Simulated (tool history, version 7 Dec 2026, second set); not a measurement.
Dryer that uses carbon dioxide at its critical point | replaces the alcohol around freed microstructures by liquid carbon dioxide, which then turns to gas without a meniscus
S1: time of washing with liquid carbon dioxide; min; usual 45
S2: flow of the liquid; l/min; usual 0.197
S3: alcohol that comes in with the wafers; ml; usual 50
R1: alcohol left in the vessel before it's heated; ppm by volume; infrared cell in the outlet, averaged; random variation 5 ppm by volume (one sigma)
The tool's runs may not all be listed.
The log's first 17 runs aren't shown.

run 18 hour=259.4 | S1=45 S2=0.197 S3=50 | R1=202
run 19 hour=273.6 | S1=42 S2=0.204 S3=39 | R1=205
run 20 hour=284.9 | S1=36 S2=0.302 S3=57 | R1=157
run 21 hour=305.8 | S1=45 S2=0.168 S3=50 | R1=339
run 22 hour=317.6 | S1=35 S2=0.208 S3=43 | R1=327
run 23 hour=337.2 | S1=35 S2=0.246 S3=51 | R1=229
run 24 hour=357.8 | S1=35 S2=0.246 S3=51 | R1=230
run 25 hour=367 | S1=35 S2=0.246 S3=51 | R1=238
run 26 hour=387.9 | S1=35 S2=0.122 S3=91 | R1=4437
run 27 hour=400.1 | S1=35 S2=0.122 S3=91 | R1=4493
run 28 hour=413 | S1=34 S2=0.207 S3=28 | R1=316
run 29 hour=428.8 | S1=45 S2=0.261 S3=50 | R1=183
run 30 hour=443.9 | S1=40 S2=0.233 S3=50 | R1=210
run 31 hour=454.3 | S1=54 S2=0.135 S3=83 | R1=637
-- hour=466.9 purifier's bed changed
run 32 hour=478.2 | S1=54 S2=0.135 S3=83 | R1=498
-- hour=492.9 inlet filter changed
run 33 hour=497.6 | S1=33 S2=0.135 S3=57 | R1=1689
run 34 hour=509.4 | S1=33 S2=0.135 S3=57 | R1=1700
run 35 hour=523.5 | S1=31 S2=0.284 S3=50 | R1=43
run 36 hour=535.3 | S1=29 S2=0.138 S3=77 | R1=3241

4 ways to go on from here, each from the tool as it stands after run 36. What would each give?
run A hour=546.8 | S1=32 S2=0.235 S3=77 | R1=?
run B hour=546.8 | S1=35 S2=0.125 S3=50 | R1=?
run C hour=546.8 | S1=45 S2=0.249 S3=35 | R1=?
run D hour=546.8 | S1=43 S2=0.138 S3=22 | R1=?

run=A R1=182
run=B R1=1614
run=C R1=15
run=D R1=223
Without the tool's hidden state the same runs would have given:
run=A R1=158
run=B R1=1533
run=C R1=3
run=D R1=199

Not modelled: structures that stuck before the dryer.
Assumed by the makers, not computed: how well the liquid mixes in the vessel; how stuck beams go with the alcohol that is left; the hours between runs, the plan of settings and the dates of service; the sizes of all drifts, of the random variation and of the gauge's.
